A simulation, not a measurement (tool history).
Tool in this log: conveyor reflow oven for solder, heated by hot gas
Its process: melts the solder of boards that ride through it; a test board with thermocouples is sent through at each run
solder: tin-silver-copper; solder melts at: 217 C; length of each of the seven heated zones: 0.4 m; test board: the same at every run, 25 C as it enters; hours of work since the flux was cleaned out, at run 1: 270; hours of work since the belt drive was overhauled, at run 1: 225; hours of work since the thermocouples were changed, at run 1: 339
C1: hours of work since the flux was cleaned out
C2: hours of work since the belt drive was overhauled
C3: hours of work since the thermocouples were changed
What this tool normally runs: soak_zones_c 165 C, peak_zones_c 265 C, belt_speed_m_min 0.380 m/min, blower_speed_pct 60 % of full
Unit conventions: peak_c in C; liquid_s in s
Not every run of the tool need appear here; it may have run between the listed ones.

Run 1, hour 0.0: usual settings; C1 270; C2 225; C3 339. Result: peak_c 254.5 C, liquid_s 95.9 s.
Run 2, hour 10.7: usual settings; C1 277; C2 231; C3 346. Result: peak_c 254.9 C, liquid_s 96.5 s.
Run 3, hour 22.8: usual settings but peak_zones_c 271 C; C1 284; C2 239; C3 353. Result: peak_c 260.6 C, liquid_s 101.5 s.
Run 4, hour 33.1: usual settings but soak_zones_c 158 C; C1 290; C2 245; C3 360. Result: peak_c 254.2 C, liquid_s 92.1 s.
Run 5, hour 42.3: usual settings; C1 296; C2 251; C3 365. Result: peak_c 255.1 C, liquid_s 96.8 s.
Run 6, hour 52.0: usual settings; C1 302; C2 257; C3 371. Result: peak_c 255.1 C, liquid_s 96.6 s.
Run 7, hour 63.2: usual settings; C1 309; C2 264; C3 378. Result: peak_c 255.1 C, liquid_s 97.3 s.
Run 8, hour 74.5: usual settings; C1 316; C2 271; C3 385. Result: peak_c 255.7 C, liquid_s 96.5 s.
Run 9, hour 81.3: usual settings; C1 320; C2 275; C3 389. Result: peak_c 255.1 C, liquid_s 97.0 s.
Run 10, hour 93.1: usual settings; C1 327; C2 282; C3 397. Result: peak_c 255.2 C, liquid_s 96.0 s.
Run 11, hour 99.9: usual settings but belt_speed_m_min 0.343 m/min, blower_speed_pct 57 % of full; C1 331; C2 286; C3 401. Result: peak_c 257.5 C, liquid_s 110.4 s.
Run 12, hour 107.0: usual settings but soak_zones_c 167 C, belt_speed_m_min 0.352 m/min, blower_speed_pct 66 % of full; C1 336; C2 291; C3 405. Result: peak_c 258.2 C, liquid_s 109.6 s.
Run 13, hour 118.3: usual settings but soak_zones_c 167 C, belt_speed_m_min 0.333 m/min, blower_speed_pct 66 % of full; C1 343; C2 298; C3 412. Result: peak_c 260.4 C, liquid_s 119.1 s.
Run 14, hour 125.5: usual settings but soak_zones_c 163 C, peak_zones_c 268 C, belt_speed_m_min 0.363 m/min, blower_speed_pct 76 % of full; C1 347; C2 302; C3 417. Result: peak_c 261.3 C, liquid_s 107.6 s.
Run 15, hour 137.7: usual settings but soak_zones_c 163 C, peak_zones_c 268 C, belt_speed_m_min 0.363 m/min, blower_speed_pct 76 % of full; C1 355; C2 310; C3 424. Result: peak_c 261.6 C, liquid_s 107.2 s.
Run 16, hour 148.3: usual settings but soak_zones_c 163 C, peak_zones_c 268 C, belt_speed_m_min 0.363 m/min, blower_speed_pct 55 % of full; C1 361; C2 316; C3 431. Result: peak_c 257.9 C, liquid_s 103.6 s.
Run 17, hour 156.1: usual settings but soak_zones_c 163 C, peak_zones_c 268 C, belt_speed_m_min 0.363 m/min, blower_speed_pct 55 % of full; C1 366; C2 321; C3 435. Result: peak_c 258.3 C, liquid_s 103.1 s.
Run 18, hour 164.9: usual settings but soak_zones_c 154 C, peak_zones_c 260 C, belt_speed_m_min 0.397 m/min, blower_speed_pct 86 % of full; C1 371; C2 326; C3 441. Result: peak_c 251.4 C, liquid_s 85.6 s.

A few steps of peak_c between consecutive runs. Split each: what settings, incoming material and random variation would produce without the hidden state, and what is left over for the hidden state, along with gauge scatter present in only one of the two compared results (measured, and without hidden state):
Hidden conditions of the tool in this case: heat that the gas passes to the board, % of a clean oven's; belt's true speed, % of the reading; true gas temperature in zones 6 and 7 over the reading, C; drift of the gauge itself on peak_c, C; drift of the gauge itself on liquid_s, %.
Run 17 -> 18: soak_zones_c 163 -> 154, peak_zones_c 268 -> 260, belt_speed_m_min 0.363 -> 0.397, blower_speed_pct 55 -> 86. peak_c -6.9 C: hidden state -0.5, all else -6.4.
